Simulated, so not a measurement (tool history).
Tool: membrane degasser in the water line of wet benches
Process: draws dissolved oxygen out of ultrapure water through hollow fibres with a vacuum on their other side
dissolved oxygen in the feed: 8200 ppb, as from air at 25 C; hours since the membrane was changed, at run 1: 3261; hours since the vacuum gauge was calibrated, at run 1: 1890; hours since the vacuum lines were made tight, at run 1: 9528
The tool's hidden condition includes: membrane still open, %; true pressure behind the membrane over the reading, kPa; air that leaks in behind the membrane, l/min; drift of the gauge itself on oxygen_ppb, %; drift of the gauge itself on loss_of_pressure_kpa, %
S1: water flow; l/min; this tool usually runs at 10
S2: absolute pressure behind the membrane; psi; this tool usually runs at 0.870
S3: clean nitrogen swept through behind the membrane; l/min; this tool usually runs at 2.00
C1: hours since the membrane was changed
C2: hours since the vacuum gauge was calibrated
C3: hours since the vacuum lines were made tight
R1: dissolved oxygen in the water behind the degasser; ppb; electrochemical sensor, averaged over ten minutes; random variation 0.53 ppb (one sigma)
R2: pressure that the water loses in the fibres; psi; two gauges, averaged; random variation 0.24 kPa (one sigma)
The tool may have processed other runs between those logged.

{"run": 1, "hour": 0.0, "S1": 10, "S2": 0.87, "S3": 2.0, "C1": 3261, "C2": 1890, "C3": 9528, "R1": 43.5, "R2": 8.811}
{"run": 2, "hour": 116.9, "S1": 10, "S2": 0.87, "S3": 2.0, "C1": 3378, "C2": 2007, "C3": 9645, "R1": 43.8, "R2": 8.826}
{"run": 3, "hour": 230.0, "S1": 10, "S2": 0.87, "S3": 2.0, "C1": 3491, "C2": 2120, "C3": 9758, "R1": 44.2, "R2": 8.776}
{"run": 4, "hour": 294.6, "S1": 10, "S2": 1.606, "S3": 2.0, "C1": 3556, "C2": 2185, "C3": 9823, "R1": 104.6, "R2": 8.783}
{"run": 5, "hour": 412.9, "S1": 10, "S2": 1.606, "S3": 2.0, "C1": 3674, "C2": 2303, "C3": 9941, "R1": 105.8, "R2": 8.792}
{"run": 6, "hour": 544.4, "S1": 10, "S2": 1.606, "S3": 2.0, "C1": 3805, "C2": 2434, "C3": 10073, "R1": 105.6, "R2": 8.872}
{"run": 7, "hour": 631.2, "S1": 14, "S2": 1.606, "S3": 2.0, "C1": 3892, "C2": 2521, "C3": 10159, "R1": 172.0, "R2": 12.386}
{"run": 8, "hour": 731.4, "S1": 10, "S2": 0.879, "S3": 2.0, "C1": 3992, "C2": 2621, "C3": 10259, "R1": 44.5, "R2": 8.795}
{"run": 9, "hour": 803.7, "S1": 10, "S2": 0.879, "S3": 2.0, "C1": 4065, "C2": 2694, "C3": 10332, "R1": 44.4, "R2": 8.836}
{"run": 10, "hour": 913.7, "S1": 10, "S2": 0.879, "S3": 2.0, "C1": 4175, "C2": 2804, "C3": 10442, "R1": 44.9, "R2": 8.808}
{"run": 11, "hour": 992.2, "S1": 10, "S2": 0.87, "S3": 2.0, "C1": 4253, "C2": 2882, "C3": 10520, "R1": 43.9, "R2": 8.743}
{"run": 12, "hour": 1106.3, "S1": 10, "S2": 0.87, "S3": 2.0, "C1": 4367, "C2": 2996, "C3": 10634, "R1": 43.2, "R2": 8.865}
{"run": 13, "hour": 1174.5, "S1": 10, "S2": 0.87, "S3": 2.0, "C1": 4435, "C2": 3064, "C3": 10703, "R1": 43.6, "R2": 8.849}
{"run": 14, "hour": 1293.4, "S1": 10, "S2": 0.87, "S3": 2.0, "C1": 4554, "C2": 3183, "C3": 10821, "R1": 43.6, "R2": 8.797}
{"run": 15, "hour": 1392.1, "S1": 10, "S2": 0.87, "S3": 2.0, "C1": 4653, "C2": 3282, "C3": 10920, "R1": 42.8, "R2": 8.837}
{"run": 16, "hour": 1497.9, "S1": 10, "S2": 0.87, "S3": 4.14, "C1": 4759, "C2": 3388, "C3": 11026, "R1": 26.9, "R2": 8.778}
{"hour": 1510.8, "done": "vacuum gauge calibrated"}
{"run": 17, "hour": 1586.2, "S1": 10, "S2": 0.87, "S3": 4.14, "C1": 4847, "C2": 75, "C3": 11114, "R1": 26.2, "R2": 8.757}
{"run": 18, "hour": 1640.2, "S1": 16, "S2": 0.87, "S3": 2.42, "C1": 4901, "C2": 129, "C3": 11168, "R1": 113.6, "R2": 14.043}
{"run": 19, "hour": 1764.3, "S1": 14, "S2": 0.603, "S3": 2.75, "C1": 5025, "C2": 253, "C3": 11292, "R1": 54.2, "R2": 12.34}
{"run": 20, "hour": 1836.7, "S1": 14, "S2": 0.603, "S3": 2.75, "C1": 5097, "C2": 326, "C3": 11364, "R1": 53.8, "R2": 12.331}
{"run": 21, "hour": 1922.0, "S1": 14, "S2": 1.198, "S3": 2.75, "C1": 5182, "C2": 411, "C3": 11450, "R1": 104.5, "R2": 12.359}
{"run": 22, "hour": 1985.8, "S1": 8, "S2": 0.824, "S3": 2.0, "C1": 5246, "C2": 475, "C3": 11513, "R1": 27.0, "R2": 6.994}
{"run": 23, "hour": 2118.6, "S1": 8, "S2": 0.824, "S3": 2.0, "C1": 5379, "C2": 608, "C3": 11646, "R1": 27.6, "R2": 7.071}
{"run": 24, "hour": 2238.3, "S1": 15, "S2": 0.895, "S3": 2.0, "C1": 5499, "C2": 728, "C3": 11766, "R1": 108.4, "R2": 13.193}
{"run": 25, "hour": 2342.3, "S1": 15, "S2": 0.895, "S3": 2.0, "C1": 5603, "C2": 832, "C3": 11870, "R1": 107.3, "R2": 13.264}
{"run": 26, "hour": 2423.4, "S1": 6, "S2": 0.553, "S3": 1.53, "C1": 5684, "C2": 913, "C3": 11951, "R1": 6.4, "R2": 5.291}
{"run": 27, "hour": 2509.2, "S1": 6, "S2": 1.189, "S3": 1.53, "C1": 5770, "C2": 998, "C3": 12037, "R1": 48.4, "R2": 5.269}
{"run": 28, "hour": 2601.9, "S1": 6, "S2": 1.189, "S3": 1.53, "C1": 5862, "C2": 1091, "C3": 12130, "R1": 48.9, "R2": 5.29}
{"run": 29, "hour": 2719.9, "S1": 6, "S2": 1.189, "S3": 1.53, "C1": 5980, "C2": 1209, "C3": 12248, "R1": 48.4, "R2": 5.287}
{"run": 30, "hour": 2847.9, "S1": 6, "S2": 1.189, "S3": 1.53, "C1": 6108, "C2": 1337, "C3": 12375, "R1": 48.1, "R2": 5.29}
{"run": 31, "hour": 2965.1, "S1": 6, "S2": 1.189, "S3": 1.53, "C1": 6226, "C2": 1454, "C3": 12493, "R1": 48.9, "R2": 5.272}
{"run": 32, "hour": 3057.9, "S1": 12, "S2": 1.344, "S3": 2.93, "C1": 6318, "C2": 1547, "C3": 12585, "R1": 82.5, "R2": 10.602}
{"run": 33, "hour": 3112.8, "S1": 12, "S2": 1.344, "S3": 2.93, "C1": 6373, "C2": 1602, "C3": 12640, "R1": 83.9, "R2": 10.617}

Alternative continuations, all from the tool just after run 33; predict every row:
{"hour": 3199.8, "done": "seals of the vacuum lines changed"}
{"run": "A", "hour": 3224.9, "S1": 10, "S2": 2.145, "S3": 2.0, "C1": 6483, "C2": 1712, "C3": 25, "R1": "?", "R2": "?"}
{"hour": 3199.8, "done": "seals of the vacuum lines changed"}
{"run": "B", "hour": 3224.9, "S1": 14, "S2": 0.87, "S3": 4.0, "C1": 6483, "C2": 1712, "C3": 25, "R1": "?", "R2": "?"}
{"hour": 3199.8, "done": "seals of the vacuum lines changed"}
{"run": "C", "hour": 3224.9, "S1": 12, "S2": 0.682, "S3": 1.01, "C1": 6483, "C2": 1712, "C3": 25, "R1": "?", "R2": "?"}

run=A R1=148.6 R2=8.817
run=B R1=65.4 R2=12.347
run=C R1=64.0 R2=10.562
The same runs, with their run-to-run variation unchanged, on a tool lacking any hidden condition would have given:
run=A R1=148.6 R2=8.814
run=B R1=65.4 R2=12.343
run=C R1=63.9 R2=10.557

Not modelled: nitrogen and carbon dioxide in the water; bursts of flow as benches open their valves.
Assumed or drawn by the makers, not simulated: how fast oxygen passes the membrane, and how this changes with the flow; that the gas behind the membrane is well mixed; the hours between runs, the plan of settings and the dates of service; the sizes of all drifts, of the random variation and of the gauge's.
